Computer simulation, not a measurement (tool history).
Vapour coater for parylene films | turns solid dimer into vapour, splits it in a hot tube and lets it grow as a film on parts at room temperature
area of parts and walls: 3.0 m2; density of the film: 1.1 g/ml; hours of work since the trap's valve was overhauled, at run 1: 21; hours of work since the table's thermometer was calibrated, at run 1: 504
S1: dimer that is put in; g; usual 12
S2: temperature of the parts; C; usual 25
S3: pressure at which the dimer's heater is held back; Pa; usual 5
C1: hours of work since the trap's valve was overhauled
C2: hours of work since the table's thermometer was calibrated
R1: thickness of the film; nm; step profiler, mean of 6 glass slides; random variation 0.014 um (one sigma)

Run 1, hour 0: usual settings; C1 21; C2 504. Result: R1 1820 nm.
Run 2, hour 35.6: usual settings; C1 50; C2 532. Result: R1 1810 nm.
Run 3, hour 92: usual settings; C1 95; C2 577. Result: R1 1770 nm.
Run 4, hour 151.7: usual settings but S1 9 g; C1 142; C2 625. Result: R1 1290 nm.
Run 5, hour 185.3: usual settings but S1 9 g; C1 169; C2 652. Result: R1 1280 nm.
Run 6, hour 228.7: usual settings but S1 9 g; C1 204; C2 686. Result: R1 1290 nm.
At hour 252.1: trap's valve overhauled.
Run 7, hour 307.9: usual settings but S1 9 g; C1 45; C2 746. Result: R1 1220 nm.
Run 8, hour 383.1: usual settings but S1 9 g; C1 105; C2 806. Result: R1 1170 nm.
Run 9, hour 460: usual settings but S1 9 g, S2 21 C; C1 166; C2 868. Result: R1 1230 nm.
At hour 531.3: trap's valve overhauled.
Run 10, hour 538.2: usual settings but S1 7 g, S2 27 C, S3 9.09 Pa; C1 6; C2 927. Result: R1 940 nm.
Run 11, hour 595.3: usual settings but S1 7 g, S2 27 C, S3 9.09 Pa; C1 51; C2 973. Result: R1 910 nm.
Run 12, hour 657.5: usual settings but S1 7 g, S2 27 C, S3 9.09 Pa; C1 101; C2 1022. Result: R1 900 nm.
At hour 731.8: trap's valve overhauled, once more.
Run 13, hour 736.9: usual settings but S2 23 C; C1 4; C2 1082. Result: R1 1880 nm.
Run 14, hour 775: usual settings but S1 6 g, S2 31 C, S3 8.15 Pa; C1 34; C2 1113. Result: R1 780 nm.
Run 15, hour 835: usual settings but S1 6 g, S2 31 C, S3 8.15 Pa; C1 82; C2 1161. Result: R1 760 nm.
Run 16, hour 899.1: usual settings but S1 11 g, S2 28 C, S3 6.22 Pa; C1 133; C2 1212. Result: R1 1460 nm.
Run 17, hour 961.9: usual settings but S2 29 C, S3 5.4 Pa; C1 184; C2 1262. Result: R1 1590 nm.

Forecast each of these 3 alternatives for the next run:
Run A, hour 997.8: usual settings; C1 212; C2 1291. Result: R1 ?.
Run B, hour 997.8: usual settings but S1 8 g, S2 18 C; C1 212; C2 1291. Result: R1 ?.
Run C, hour 997.8: usual settings but S2 21 C, S3 5.4 Pa; C1 212; C2 1291. Result: R1 ?.

run    R1
  A  1700
  B  1290
  C  1760
Without the tool's hidden state the same runs would have given:
run    R1
  A  1800
  B  1360
  C  1860
